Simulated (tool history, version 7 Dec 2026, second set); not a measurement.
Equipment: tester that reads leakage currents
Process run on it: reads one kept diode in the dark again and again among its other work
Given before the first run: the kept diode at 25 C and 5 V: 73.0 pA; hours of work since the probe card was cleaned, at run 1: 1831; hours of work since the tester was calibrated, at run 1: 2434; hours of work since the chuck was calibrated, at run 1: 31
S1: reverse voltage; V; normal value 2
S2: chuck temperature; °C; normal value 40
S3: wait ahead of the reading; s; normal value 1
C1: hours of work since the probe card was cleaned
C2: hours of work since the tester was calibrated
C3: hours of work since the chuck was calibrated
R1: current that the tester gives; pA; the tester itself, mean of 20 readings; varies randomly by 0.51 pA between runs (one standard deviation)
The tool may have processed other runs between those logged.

| run | hour | S1 | S2 | S3 | C1 | C2 | C3 | R1 |
|---|---|---|---|---|---|---|---|---|
| 1 | 0 | 2 | 40 | 1 | 1831 | 2434 | 31 | 173.71 |
| 2 | 93.1 | 2 | 40 | 1 | 1890 | 2493 | 90 | 173.5 |
|  | 117.2 | tester calibrated |
| 3 | 170.9 | 2 | 40 | 1 | 1938 | 34 | 137 | 167.81 |
| 4 | 268.4 | 2 | 40 | 1 | 1999 | 95 | 199 | 166.91 |
| 5 | 376.3 | 2 | 40 | 1 | 2067 | 163 | 267 | 167.98 |
| 6 | 470.5 | 2.59 | 31 | 1.03 | 2126 | 222 | 326 | 88.82 |
|  | 478 | chuck's temperature calibrated |
| 7 | 550.1 | 2.59 | 31 | 1.03 | 2175 | 271 | 45 | 87.7 |
| 8 | 661.4 | 2.59 | 59 | 1.03 | 2245 | 341 | 115 | 909.28 |
| 9 | 743.6 | 17.18 | 49 | 1 | 2296 | 393 | 167 | 1258.42 |
| 10 | 793.9 | 2.45 | 50 | 6.47 | 2328 | 424 | 199 | 427.97 |

Take each entry between the runs: how does the hidden state at the last listed run before it differ from the hidden state at the first listed run after it?
Run 2 -> run 3: tester calibrated (hour 117.2)
  stray current of the dirty probe card, pA a volt: 1.266 -> 1.296; current scale over the true one, %: 2.74 -> -0.09; true chuck temperature over the reading, C: -0.2 -> -0.23
  measured value less the no-hidden-state value, R1: +4.24 -> -0.9 pA
Run 6 -> run 7: chuck's temperature calibrated (hour 478)
  stray current of the dirty probe card, pA a volt: 1.413 -> 1.441; current scale over the true one, %: 0.11 -> 0.16; true chuck temperature over the reading, C: -0.34 -> -0.48
  measured value less the no-hidden-state value, R1: +0.98 -> +0.05 pA

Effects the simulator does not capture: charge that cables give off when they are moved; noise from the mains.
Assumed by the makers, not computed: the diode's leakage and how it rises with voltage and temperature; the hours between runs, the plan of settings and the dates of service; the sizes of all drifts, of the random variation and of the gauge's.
